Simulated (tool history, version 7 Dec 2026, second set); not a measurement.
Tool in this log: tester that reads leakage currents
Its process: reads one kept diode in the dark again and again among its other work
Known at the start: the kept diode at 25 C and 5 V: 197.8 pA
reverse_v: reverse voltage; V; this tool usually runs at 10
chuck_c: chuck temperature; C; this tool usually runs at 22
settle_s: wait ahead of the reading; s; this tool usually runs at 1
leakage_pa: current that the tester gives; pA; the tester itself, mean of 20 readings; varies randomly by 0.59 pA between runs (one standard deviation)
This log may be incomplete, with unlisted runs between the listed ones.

run      day  reverse_v  chuck_c  settle_s  leakage_pa
  1        0         10       22         1      185.58
  2      2.7         10       22         1      182.58
  3    6.338         10       22         1      181.85
  4   10.092         10       22         1      179.27
  5   15.438         10       22         1      175.92
  6   20.946        9.4       22         1       169.1
  7   23.221        9.4       22         1      167.92
      27.296  -- chuck's temperature calibrated
  8   27.967         10       22         1      198.34
  9   30.729         10       22      2.04       196.2
 10   35.171         10       22      2.04         193
 11   38.592         10       22      2.04      190.47
 12   43.508        5.2       22      2.04      145.93
 13   47.696        6.3       22      2.04      155.81
 14   53.221         10       22         1      184.04
 15   55.667        1.8       22         1       93.55
 16   59.738         10       22         1       178.8
 17    64.45         10       22         1      176.18
 18    68.95         10       22      3.67      173.03
 19   74.442         10       22         1      171.35
      78.192  -- chuck's temperature calibrated
 20   78.808         10       22         1      198.22
 21   81.133        4.6       22      1.44      145.49
 22   83.775        1.5       22      1.44       93.35
 23   87.229        1.5       22      1.44       92.45
 24   92.479        1.5       22      1.44       90.97
 25   96.683        4.2       43      1.37      802.64
 26      102        4.2       43      1.37      793.46
 27  106.108         10       22      5.11      181.91
 28  108.433         10       22      5.11      180.84
 29  112.388         10       22      5.67      178.52
 30  117.029       18.4       21      4.08      206.56
 31  120.142        1.9       36      3.92         311
 32  125.267         16       22      5.35      207.27
 33  128.679        9.1       22      0.36      165.83
     129.083  -- chuck's temperature calibrated
 34  131.008        8.7       22      2.04      188.62
 35  135.721        8.7       25      2.04      243.57
 36    139.4        8.7       21      6.77      168.69
 37  143.617        2.9       38      8.24      471.78
 38  147.338        2.9       38      8.24      470.48

5 ways to go on from here, each from the tool as it stands after run 38. What would each give?
  A  149.608        5.2       52      9.02           ?
  B  149.608          2       54      2.07           ?
  C  149.608        3.1       56      7.67           ?
  D  149.608        8.3       48      0.49           ?
  E  149.608        1.1       24      0.47           ?

run  leakage_pa
  A     1765.66
  B      1441.6
  C     1970.99
  D     1554.26
  E       96.45
Without the tool's hidden state the same runs would have given:
run  leakage_pa
  A     1892.72
  B     1546.56
  C     2112.45
  D     1664.58
  E      103.81
